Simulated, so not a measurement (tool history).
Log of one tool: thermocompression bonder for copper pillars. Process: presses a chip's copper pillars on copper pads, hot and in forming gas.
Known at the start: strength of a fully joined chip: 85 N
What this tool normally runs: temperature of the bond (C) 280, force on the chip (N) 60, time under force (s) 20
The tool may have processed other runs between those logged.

run  hour  temperature of the bond (C)  force on the chip (N)  time under force (s)  force that shears a chip off (N)
  1     0                          280                     60                    20                              36.3
  2   4.7                          280                     60                    20                              35.5
  3   8.6                          281                     60                    20                              36.9
  4  16.9                          281                     60                    20                              36.6
  5    24                          280                     60                    20                              36.7
  6  30.9                          280                     60                    20                                36
       33  -- force cell calibrated
  7  37.9                          280                     60                    20                              37.2
  8    46                          254                     55                    22                              25.6
  9  53.1                          280                     40                    29                              26.7
 10  61.1                          280                     40                    29                                28
 11  65.6                          269                     51                    55                              39.8
 12  70.7                          269                     51                    55                              39.9

Consider 3 possible next runs. They are alternatives, not a sequence: every one starts from the tool as it was left by run 12. What does each give?
     75.8  -- force cell calibrated, once more
  A  77.6                          279                     42                    54                                 ?
     75.8  -- force cell calibrated, once more
  B  77.6                          310                     75                    16                                 ?
     75.8  -- force cell calibrated, once more
  C  77.6                          260                     60                    20                                 ?

run  force that shears a chip off (N)
  A                              35.5
  B                              50.4
  C                              29.5
The same runs, with their run-to-run variation unchanged, on a tool lacking any hidden condition would have given:
run  force that shears a chip off (N)
  A                              39.6
  B                              55.6
  C                              33.1

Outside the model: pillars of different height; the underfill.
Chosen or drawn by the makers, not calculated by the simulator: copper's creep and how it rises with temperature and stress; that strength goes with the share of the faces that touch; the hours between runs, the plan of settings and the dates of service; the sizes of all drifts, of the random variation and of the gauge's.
